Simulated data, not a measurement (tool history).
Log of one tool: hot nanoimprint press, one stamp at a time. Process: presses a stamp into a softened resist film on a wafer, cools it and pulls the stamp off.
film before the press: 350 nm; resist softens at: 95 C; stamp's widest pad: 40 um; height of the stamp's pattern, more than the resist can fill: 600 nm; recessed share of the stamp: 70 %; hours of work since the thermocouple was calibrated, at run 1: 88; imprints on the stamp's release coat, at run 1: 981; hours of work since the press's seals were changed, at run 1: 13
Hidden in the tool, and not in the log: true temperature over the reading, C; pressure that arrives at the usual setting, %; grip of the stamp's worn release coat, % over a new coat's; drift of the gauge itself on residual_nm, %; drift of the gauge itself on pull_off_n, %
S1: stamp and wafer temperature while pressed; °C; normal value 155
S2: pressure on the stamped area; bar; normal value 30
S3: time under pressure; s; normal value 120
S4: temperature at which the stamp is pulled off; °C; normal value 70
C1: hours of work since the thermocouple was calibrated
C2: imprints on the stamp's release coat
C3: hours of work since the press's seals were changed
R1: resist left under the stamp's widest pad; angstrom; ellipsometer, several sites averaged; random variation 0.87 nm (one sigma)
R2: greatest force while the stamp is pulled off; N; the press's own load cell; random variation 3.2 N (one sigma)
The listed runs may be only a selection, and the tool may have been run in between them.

{"run": 1, "day": 0.0, "S1": 155, "S2": 30, "S3": 120, "S4": 70, "C1": 88, "C2": 981, "C3": 13, "R1": 1987, "R2": 156}
{"run": 2, "day": 0.942, "S1": 155, "S2": 30, "S3": 78, "S4": 70, "C1": 103, "C2": 1049, "C3": 27, "R1": 2245, "R2": 150}
{"run": 3, "day": 2.4, "S1": 155, "S2": 30, "S3": 78, "S4": 70, "C1": 125, "C2": 1153, "C3": 50, "R1": 2260, "R2": 153}
{"run": 4, "day": 3.392, "S1": 155, "S2": 29, "S3": 120, "S4": 70, "C1": 141, "C2": 1224, "C3": 65, "R1": 2011, "R2": 156}
{"run": 5, "day": 4.412, "S1": 155, "S2": 30, "S3": 180, "S4": 70, "C1": 157, "C2": 1297, "C3": 81, "R1": 1743, "R2": 156}
{"run": 6, "day": 5.746, "S1": 155, "S2": 30, "S3": 120, "S4": 70, "C1": 178, "C2": 1392, "C3": 102, "R1": 2022, "R2": 154}
{"run": 7, "day": 6.733, "S1": 155, "S2": 30, "S3": 120, "S4": 65, "C1": 193, "C2": 1463, "C3": 118, "R1": 1988, "R2": 162}
{"day": 7.492, "done": "stamp cleaned and given a new release coat"}
{"run": 8, "day": 7.75, "S1": 155, "S2": 30, "S3": 120, "S4": 77, "C1": 205, "C2": 18, "C3": 130, "R1": 2012, "R2": 142}
{"run": 9, "day": 8.592, "S1": 155, "S2": 30, "S3": 120, "S4": 62, "C1": 218, "C2": 78, "C3": 143, "R1": 1999, "R2": 166}
{"run": 10, "day": 9.283, "S1": 155, "S2": 30, "S3": 120, "S4": 69, "C1": 229, "C2": 128, "C3": 153, "R1": 2015, "R2": 150}
{"run": 11, "day": 10.596, "S1": 155, "S2": 30, "S3": 116, "S4": 69, "C1": 249, "C2": 222, "C3": 174, "R1": 2038, "R2": 161}
{"run": 12, "day": 11.567, "S1": 155, "S2": 30, "S3": 116, "S4": 69, "C1": 265, "C2": 291, "C3": 189, "R1": 2030, "R2": 152}
{"run": 13, "day": 13.008, "S1": 155, "S2": 30, "S3": 116, "S4": 69, "C1": 287, "C2": 394, "C3": 212, "R1": 2044, "R2": 155}
{"run": 14, "day": 14.492, "S1": 155, "S2": 30, "S3": 116, "S4": 69, "C1": 310, "C2": 500, "C3": 235, "R1": 2028, "R2": 155}
{"run": 15, "day": 15.675, "S1": 155, "S2": 30, "S3": 116, "S4": 69, "C1": 329, "C2": 584, "C3": 253, "R1": 2045, "R2": 152}
{"run": 16, "day": 16.696, "S1": 155, "S2": 30, "S3": 176, "S4": 57, "C1": 345, "C2": 658, "C3": 269, "R1": 1761, "R2": 179}
{"run": 17, "day": 17.458, "S1": 155, "S2": 30, "S3": 84, "S4": 64, "C1": 357, "C2": 712, "C3": 281, "R1": 2245, "R2": 164}
{"run": 18, "day": 18.529, "S1": 150, "S2": 32.8, "S3": 120, "S4": 66, "C1": 373, "C2": 788, "C3": 298, "R1": 2317, "R2": 153}
{"run": 19, "day": 19.254, "S1": 155, "S2": 22.4, "S3": 120, "S4": 56, "C1": 385, "C2": 840, "C3": 309, "R1": 2255, "R2": 184}
{"run": 20, "day": 20.825, "S1": 155, "S2": 22.4, "S3": 120, "S4": 56, "C1": 409, "C2": 953, "C3": 334, "R1": 2269, "R2": 185}
{"run": 21, "day": 21.796, "S1": 159, "S2": 41.8, "S3": 118, "S4": 55, "C1": 424, "C2": 1022, "C3": 349, "R1": 1518, "R2": 185}
{"run": 22, "day": 22.612, "S1": 159, "S2": 41.8, "S3": 118, "S4": 55, "C1": 437, "C2": 1080, "C3": 361, "R1": 1518, "R2": 185}
{"day": 23.2, "done": "plate thermocouple calibrated"}
{"run": 23, "day": 23.533, "S1": 151, "S2": 43.8, "S3": 151, "S4": 70, "C1": 5, "C2": 1137, "C3": 374, "R1": 1876, "R2": 151}
{"run": 24, "day": 25.1, "S1": 151, "S2": 43.8, "S3": 151, "S4": 70, "C1": 30, "C2": 1249, "C3": 398, "R1": 1890, "R2": 152}
{"run": 25, "day": 25.967, "S1": 151, "S2": 43.8, "S3": 151, "S4": 70, "C1": 43, "C2": 1311, "C3": 412, "R1": 1884, "R2": 156}
{"run": 26, "day": 26.646, "S1": 149, "S2": 42, "S3": 180, "S4": 74, "C1": 54, "C2": 1360, "C3": 423, "R1": 1954, "R2": 137}

For run 27, what comes out?
{"run": 27, "day": 27.888, "S1": 163, "S2": 23, "S3": 151, "S4": 69, "C1": 73, "C2": 1449, "C3": 442, "R1": "?", "R2": "?"}

R1: 1562 angstrom
R2: 150 N
Were there no unlogged condition in the tool, this run, its random variation unchanged, would have produced R1 1528 angstrom, R2 148 N.

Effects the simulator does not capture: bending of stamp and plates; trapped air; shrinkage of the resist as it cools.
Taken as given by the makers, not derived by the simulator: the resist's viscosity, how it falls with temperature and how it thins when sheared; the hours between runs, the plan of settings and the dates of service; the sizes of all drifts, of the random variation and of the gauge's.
